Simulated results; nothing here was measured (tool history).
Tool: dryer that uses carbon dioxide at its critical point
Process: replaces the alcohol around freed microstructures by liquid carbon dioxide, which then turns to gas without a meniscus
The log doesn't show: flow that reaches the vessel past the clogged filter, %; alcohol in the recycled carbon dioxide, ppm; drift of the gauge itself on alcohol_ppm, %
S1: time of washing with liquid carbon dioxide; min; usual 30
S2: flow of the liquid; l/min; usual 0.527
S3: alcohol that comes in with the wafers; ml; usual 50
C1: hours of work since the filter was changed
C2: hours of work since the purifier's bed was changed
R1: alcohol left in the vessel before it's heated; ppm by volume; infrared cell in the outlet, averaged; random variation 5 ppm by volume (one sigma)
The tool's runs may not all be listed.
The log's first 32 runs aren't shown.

{"run": 33, "hour": 531.2, "S1": 30, "S2": 0.527, "S3": 108, "C1": 132, "C2": 483, "R1": 122}
{"run": 34, "hour": 552.3, "S1": 29, "S2": 0.673, "S3": 33, "C1": 144, "C2": 495, "R1": 63}
{"run": 35, "hour": 572.9, "S1": 28, "S2": 0.369, "S3": 33, "C1": 156, "C2": 507, "R1": 249}
{"run": 36, "hour": 593.9, "S1": 36, "S2": 0.527, "S3": 50, "C1": 168, "C2": 519, "R1": 69}
{"run": 37, "hour": 613.6, "S1": 36, "S2": 0.527, "S3": 50, "C1": 180, "C2": 531, "R1": 69}
{"run": 38, "hour": 625.9, "S1": 22, "S2": 0.858, "S3": 57, "C1": 187, "C2": 538, "R1": 68}
{"run": 39, "hour": 642.1, "S1": 30, "S2": 0.665, "S3": 28, "C1": 196, "C2": 547, "R1": 64}
{"run": 40, "hour": 662.2, "S1": 31, "S2": 0.531, "S3": 54, "C1": 208, "C2": 559, "R1": 86}

Forecast run 41:
{"run": 41, "hour": 674.8, "S1": 29, "S2": 0.531, "S3": 85, "C1": 215, "C2": 566, "R1": "?"}

Run 41 gave R1 126 ppm by volume.
Without the tool's hidden state the same run would have given R1 56 ppm by volume.
